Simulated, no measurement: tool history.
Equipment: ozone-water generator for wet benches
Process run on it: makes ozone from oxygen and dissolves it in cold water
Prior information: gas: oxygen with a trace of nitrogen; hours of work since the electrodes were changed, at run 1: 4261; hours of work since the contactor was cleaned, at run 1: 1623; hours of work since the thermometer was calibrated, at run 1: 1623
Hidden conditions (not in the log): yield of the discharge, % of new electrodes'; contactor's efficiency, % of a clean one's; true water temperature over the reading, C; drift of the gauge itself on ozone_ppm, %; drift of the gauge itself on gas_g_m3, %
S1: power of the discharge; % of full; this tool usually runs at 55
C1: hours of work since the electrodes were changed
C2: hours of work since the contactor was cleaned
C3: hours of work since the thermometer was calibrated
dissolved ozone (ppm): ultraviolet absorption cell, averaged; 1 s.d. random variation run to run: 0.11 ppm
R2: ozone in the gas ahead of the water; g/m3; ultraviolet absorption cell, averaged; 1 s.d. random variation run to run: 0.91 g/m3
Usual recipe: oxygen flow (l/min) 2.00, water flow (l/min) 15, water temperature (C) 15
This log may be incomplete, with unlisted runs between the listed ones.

run 1 hour=0.0 | S1=55 oxygen_flow_(l/min)=2.00 water_flow_(l/min)=15 water_temperature_(C)=15 | C1=4261 C2=1623 C3=1623 | dissolved_ozone_(ppm)=9.2 R2=150.4
run 2 hour=124.9 | S1=55 oxygen_flow_(l/min)=2.00 water_flow_(l/min)=15 water_temperature_(C)=15 | C1=4372 C2=1733 C3=1733 | dissolved_ozone_(ppm)=9.3 R2=151.0
run 3 hour=217.9 | S1=55 oxygen_flow_(l/min)=2.00 water_flow_(l/min)=15 water_temperature_(C)=15 | C1=4454 C2=1815 C3=1815 | dissolved_ozone_(ppm)=9.2 R2=149.8
run 4 hour=326.9 | S1=55 oxygen_flow_(l/min)=2.00 water_flow_(l/min)=15 water_temperature_(C)=15 | C1=4550 C2=1911 C3=1911 | dissolved_ozone_(ppm)=9.0 R2=151.2
run 5 hour=452.1 | S1=81 oxygen_flow_(l/min)=2.00 water_flow_(l/min)=15 water_temperature_(C)=15 | C1=4660 C2=2022 C3=2022 | dissolved_ozone_(ppm)=11.9 R2=190.8
run 6 hour=553.3 | S1=81 oxygen_flow_(l/min)=2.00 water_flow_(l/min)=15 water_temperature_(C)=15 | C1=4750 C2=2111 C3=2111 | dissolved_ozone_(ppm)=11.8 R2=193.9
run 7 hour=674.0 | S1=81 oxygen_flow_(l/min)=2.00 water_flow_(l/min)=15 water_temperature_(C)=15 | C1=4856 C2=2218 C3=2218 | dissolved_ozone_(ppm)=11.7 R2=190.6
run 8 hour=754.8 | S1=81 oxygen_flow_(l/min)=2.00 water_flow_(l/min)=15 water_temperature_(C)=15 | C1=4928 C2=2289 C3=2289 | dissolved_ozone_(ppm)=11.7 R2=193.1
run 9 hour=847.2 | S1=55 oxygen_flow_(l/min)=2.00 water_flow_(l/min)=15 water_temperature_(C)=15 | C1=5009 C2=2371 C3=2371 | dissolved_ozone_(ppm)=9.4 R2=149.4
run 10 hour=974.7 | S1=55 oxygen_flow_(l/min)=2.00 water_flow_(l/min)=15 water_temperature_(C)=15 | C1=5122 C2=2483 C3=2483 | dissolved_ozone_(ppm)=9.4 R2=151.3
run 11 hour=1055.6 | S1=55 oxygen_flow_(l/min)=2.00 water_flow_(l/min)=15 water_temperature_(C)=15 | C1=5193 C2=2555 C3=2555 | dissolved_ozone_(ppm)=9.3 R2=151.3
run 12 hour=1183.0 | S1=55 oxygen_flow_(l/min)=2.00 water_flow_(l/min)=15 water_temperature_(C)=15 | C1=5306 C2=2667 C3=2667 | dissolved_ozone_(ppm)=9.0 R2=148.6
run 13 hour=1252.8 | S1=55 oxygen_flow_(l/min)=2.00 water_flow_(l/min)=15 water_temperature_(C)=15 | C1=5367 C2=2729 C3=2729 | dissolved_ozone_(ppm)=9.4 R2=151.8
run 14 hour=1331.4 | S1=55 oxygen_flow_(l/min)=2.00 water_flow_(l/min)=15 water_temperature_(C)=15 | C1=5437 C2=2798 C3=2798 | dissolved_ozone_(ppm)=9.4 R2=148.6
run 15 hour=1457.9 | S1=55 oxygen_flow_(l/min)=2.12 water_flow_(l/min)=16 water_temperature_(C)=22 | C1=5548 C2=2910 C3=2910 | dissolved_ozone_(ppm)=8.1 R2=142.1
run 16 hour=1531.6 | S1=55 oxygen_flow_(l/min)=2.00 water_flow_(l/min)=15 water_temperature_(C)=12 | C1=5613 C2=2975 C3=2975 | dissolved_ozone_(ppm)=9.6 R2=150.1
run 17 hour=1660.3 | S1=63 oxygen_flow_(l/min)=2.43 water_flow_(l/min)=10 water_temperature_(C)=13 | C1=5727 C2=3089 C3=3089 | dissolved_ozone_(ppm)=15.8 R2=143.5
run 18 hour=1751.3 | S1=86 oxygen_flow_(l/min)=2.00 water_flow_(l/min)=24 water_temperature_(C)=15 | C1=5807 C2=3169 C3=3169 | dissolved_ozone_(ppm)=6.9 R2=198.7
run 19 hour=1819.3 | S1=86 oxygen_flow_(l/min)=2.00 water_flow_(l/min)=24 water_temperature_(C)=15 | C1=5867 C2=3229 C3=3229 | dissolved_ozone_(ppm)=6.7 R2=196.3
run 20 hour=1900.2 | S1=86 oxygen_flow_(l/min)=2.00 water_flow_(l/min)=24 water_temperature_(C)=15 | C1=5939 C2=3300 C3=3300 | dissolved_ozone_(ppm)=6.9 R2=197.3
run 21 hour=2014.3 | S1=91 oxygen_flow_(l/min)=3.53 water_flow_(l/min)=19 water_temperature_(C)=19 | C1=6040 C2=3401 C3=3401 | dissolved_ozone_(ppm)=9.4 R2=140.6
run 22 hour=2139.4 | S1=55 oxygen_flow_(l/min)=2.00 water_flow_(l/min)=12 water_temperature_(C)=13 | C1=6150 C2=3512 C3=3512 | dissolved_ozone_(ppm)=11.9 R2=147.4
run 23 hour=2276.2 | S1=77 oxygen_flow_(l/min)=2.00 water_flow_(l/min)=12 water_temperature_(C)=10 | C1=6271 C2=3632 C3=3632 | dissolved_ozone_(ppm)=15.5 R2=184.5
-- hour=2296.1 water thermometer calibrated
run 24 hour=2377.1 | S1=52 oxygen_flow_(l/min)=1.48 water_flow_(l/min)=12 water_temperature_(C)=10 | C1=6359 C2=3721 C3=72 | dissolved_ozone_(ppm)=11.8 R2=172.7
run 25 hour=2497.7 | S1=60 oxygen_flow_(l/min)=2.00 water_flow_(l/min)=15 water_temperature_(C)=14 | C1=6466 C2=3827 C3=178 | dissolved_ozone_(ppm)=9.8 R2=158.6
run 26 hour=2573.4 | S1=55 oxygen_flow_(l/min)=1.10 water_flow_(l/min)=15 water_temperature_(C)=17 | C1=6533 C2=3894 C3=245 | dissolved_ozone_(ppm)=8.4 R2=217.7

Some steps in R2 between neighbouring runs. How much of each would the tool show without its hidden state too (settings, what came in, random variation), and how much is left for the hidden state, with any gauge scatter that isn't in both results?
Run 17 -> 18: S1 63 -> 86, oxygen flow (l/min) 2.43 -> 2.00, water flow (l/min) 10 -> 24, water temperature (C) 13 -> 15. R2 +55.2 g/m3: hidden state -1.3, all else +56.5.
Run 20 -> 21: S1 86 -> 91, oxygen flow (l/min) 2.00 -> 3.53, water flow (l/min) 24 -> 19, water temperature (C) 15 -> 19. R2 -56.7 g/m3: hidden state +0.9, all else -57.6.
Run 25 -> 26: S1 60 -> 55, oxygen flow (l/min) 2.00 -> 1.10, water temperature (C) 14 -> 17. R2 +59.1 g/m3: hidden state -1.8, all else +60.9.

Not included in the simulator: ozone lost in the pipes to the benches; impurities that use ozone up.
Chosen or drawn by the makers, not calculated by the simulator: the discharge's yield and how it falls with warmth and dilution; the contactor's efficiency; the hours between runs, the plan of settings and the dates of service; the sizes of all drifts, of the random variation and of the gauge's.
